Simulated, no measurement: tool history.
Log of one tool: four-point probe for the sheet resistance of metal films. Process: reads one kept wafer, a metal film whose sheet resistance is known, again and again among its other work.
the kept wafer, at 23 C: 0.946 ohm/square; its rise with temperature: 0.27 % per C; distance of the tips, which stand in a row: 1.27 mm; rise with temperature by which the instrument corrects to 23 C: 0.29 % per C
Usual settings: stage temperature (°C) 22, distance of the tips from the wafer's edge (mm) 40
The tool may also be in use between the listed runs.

| run | hour | stage temperature (°C) | distance of the tips from the wafer's edge (mm) | sheet resistance as the instrument gives it (ohm/square) |
|---|---|---|---|---|
| 1 | 0 | 22 | 40 | 0.950782 |
| 2 | 36.3 | 22 | 40 | 0.95075 |
| 3 | 77.1 | 22 | 40 | 0.951372 |
| 4 | 99.5 | 22 | 6 | 0.97288 |
| 5 | 122.3 | 26 | 40 | 0.950647 |
| 6 | 158.7 | 26 | 40 | 0.950454 |
| 7 | 197.7 | 26 | 40 | 0.950904 |
| 8 | 216.3 | 26 | 40 | 0.950818 |
| 9 | 240.4 | 25 | 40 | 0.95104 |
| 10 | 276.1 | 25 | 40 | 0.951159 |
| 11 | 296.3 | 25 | 40 | 0.950933 |
| 12 | 327.8 | 22 | 40 | 0.951873 |
| 13 | 359.3 | 22 | 40 | 0.952094 |
| 14 | 387.5 | 22 | 40 | 0.951957 |
| 15 | 414.3 | 19 | 40 | 0.952578 |
| 16 | 443.3 | 26 | 40 | 0.951451 |
| 17 | 479.6 | 22 | 40 | 0.952302 |
| 18 | 519.1 | 19 | 5 | 0.984597 |
| 19 | 541.2 | 19 | 5 | 0.984628 |
| 20 | 575 | 23 | 40 | 0.952828 |
| 21 | 592.9 | 20 | 44 | 0.952699 |
| 22 | 630.6 | 31 | 25 | 0.95219 |
| 23 | 659.6 | 20 | 5 | 0.984817 |
| 24 | 700.4 | 33 | 8 | 0.963807 |
| 25 | 721.9 | 22 | 6 | 0.975345 |
| 26 | 755.4 | 22 | 6 | 0.97546 |
|  | 770.4 | new probe head fitted |
| 27 | 779 | 18 | 5 | 0.979191 |
| 28 | 818.8 | 21 | 5 | 0.978698 |
| 29 | 835.9 | 21 | 5 | 0.978528 |
| 30 | 859.5 | 21 | 5 | 0.979069 |
| 31 | 886.6 | 22 | 32 | 0.947708 |
| 32 | 916.2 | 22 | 32 | 0.947868 |
| 33 | 938.1 | 22 | 32 | 0.948115 |

Forecast each of these 5 alternatives for the next run:
| A | 973.8 | 29 | 11 | ? |
| B | 973.8 | 20 | 49 | ? |
| C | 973.8 | 34 | 9 | ? |
| D | 973.8 | 31 | 14 | ? |
| E | 973.8 | 26 | 17 | ? |

| run | sheet resistance as the instrument gives it (ohm/square) |
|---|---|
| A | 0.953159 |
| B | 0.948011 |
| C | 0.955531 |
| D | 0.950315 |
| E | 0.949754 |
Without the tool's hidden state the same runs would have given:
| run | sheet resistance as the instrument gives it (ohm/square) |
|---|---|
| A | 0.951963 |
| B | 0.946826 |
| C | 0.95433 |
| D | 0.949121 |
| E | 0.948563 |
